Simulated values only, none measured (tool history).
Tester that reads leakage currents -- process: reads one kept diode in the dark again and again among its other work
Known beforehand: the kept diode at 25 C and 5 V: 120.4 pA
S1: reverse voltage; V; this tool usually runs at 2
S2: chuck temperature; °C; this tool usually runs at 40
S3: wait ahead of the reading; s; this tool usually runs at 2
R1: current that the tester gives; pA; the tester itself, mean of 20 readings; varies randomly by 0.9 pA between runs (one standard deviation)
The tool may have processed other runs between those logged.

| run | day | S1 | S2 | S3 | R1 |
|---|---|---|---|---|---|
| 1 | 0 | 2 | 40 | 2 | 300.2 |
| 2 | 7.804 | 2 | 22 | 2 | 58.41 |
| 3 | 18.492 | 2 | 22 | 0.44 | 58.7 |
| 4 | 29.521 | 2 | 40 | 2 | 291.2 |
| 5 | 34.542 | 2 | 40 | 2 | 290.96 |
| 6 | 41.796 | 2 | 40 | 2 | 287.7 |
| 7 | 52.658 | 2 | 40 | 8.84 | 284.25 |
| 8 | 62.071 | 2 | 40 | 8.84 | 284.32 |
| 9 | 71.55 | 2 | 40 | 8.84 | 279.28 |
| 10 | 80.117 | 2 | 40 | 8.84 | 277.92 |
| 11 | 88.05 | 2 | 40 | 8.84 | 274.83 |
| 12 | 94.708 | 2 | 40 | 8.84 | 274.56 |
| 13 | 105.888 | 2 | 40 | 8.84 | 272.02 |
| 14 | 111.312 | 2 | 40 | 8.84 | 269.85 |
| 15 | 122.967 | 2 | 40 | 8.84 | 266.97 |
| 16 | 130.088 | 2 | 40 | 8.84 | 265.27 |
| 17 | 138.638 | 2 | 22 | 2 | 53.52 |
|  | 140.121 | chuck's temperature calibrated |
| 18 | 149.4 | 2 | 27 | 2 | 99.94 |
| 19 | 157.704 | 2 | 27 | 2 | 99.38 |
|  | 163.308 | probe card cleaned and baked |
| 20 | 170.017 | 2 | 27 | 2 | 100.46 |
| 21 | 176.638 | 5.79 | 44 | 6.04 | 725.78 |
|  | 183.325 | probe card cleaned and baked, once more |
| 22 | 185.283 | 5.79 | 47 | 3.57 | 887.09 |
| 23 | 193.183 | 5.79 | 47 | 3.57 | 882.19 |
| 24 | 201.167 | 5.79 | 47 | 3.57 | 878.87 |
| 25 | 212.262 | 1.95 | 31 | 1.9 | 126.14 |
| 26 | 224.05 | 2.82 | 38 | 2 | 281.38 |
| 27 | 235.4 | 2.13 | 22 | 2 | 56.44 |
| 28 | 245.962 | 1.66 | 34 | 7.14 | 148.55 |
| 29 | 258.175 | 1.66 | 34 | 8.9 | 147.31 |
|  | 265.183 | tester calibrated |
| 30 | 266.112 | 6.93 | 40 | 1.9 | 490.79 |
| 31 | 275.308 | 2 | 40 | 7.99 | 262.56 |
|  | 284.567 | chuck's temperature calibrated |
| 32 | 286.35 | 2 | 38 | 2 | 257.53 |
| 33 | 294.296 | 1.09 | 40 | 0.52 | 223.87 |
| 34 | 301.367 | 1.09 | 40 | 0.52 | 223.22 |
| 35 | 312.683 | 2 | 30 | 8.21 | 123.86 |
| 36 | 317.829 | 6.54 | 31 | 8.21 | 246.64 |
| 37 | 328.892 | 3.94 | 40 | 1.43 | 412.78 |
| 38 | 335.646 | 3.94 | 40 | 1.43 | 409.25 |
| 39 | 342.708 | 3.94 | 40 | 1.43 | 405.63 |

Results for each run, recomputed without the tool's hidden state and with each run's random variation untouched:
Hidden conditions of the tool in this case: stray current of the dirty probe card, pA a volt; current scale over the true one, %; true chuck temperature over the reading, C; drift of the gauge itself on leakage_pa, %.
| run | R1 |
|---|---|
| 1 | 299.75 |
| 2 | 58.34 |
| 3 | 58.99 |
| 4 | 299.16 |
| 5 | 300.39 |
| 6 | 299.41 |
| 7 | 299.02 |
| 8 | 301.91 |
| 9 | 299.28 |
| 10 | 300.37 |
| 11 | 299.38 |
| 12 | 301.07 |
| 13 | 301.62 |
| 14 | 300.71 |
| 15 | 301.06 |
| 16 | 301.05 |
| 17 | 57.86 |
| 18 | 93.46 |
| 19 | 93.57 |
| 20 | 92.9 |
| 21 | 710.87 |
| 22 | 907.96 |
| 23 | 909.44 |
| 24 | 912.36 |
| 25 | 132.79 |
| 26 | 298.79 |
| 27 | 59.82 |
| 28 | 161.48 |
| 29 | 161.76 |
| 30 | 550.26 |
| 31 | 299.68 |
| 32 | 252.92 |
| 33 | 222.64 |
| 34 | 223.68 |
| 35 | 122.7 |
| 36 | 239.81 |
| 37 | 420.12 |
| 38 | 418.61 |
| 39 | 417.29 |

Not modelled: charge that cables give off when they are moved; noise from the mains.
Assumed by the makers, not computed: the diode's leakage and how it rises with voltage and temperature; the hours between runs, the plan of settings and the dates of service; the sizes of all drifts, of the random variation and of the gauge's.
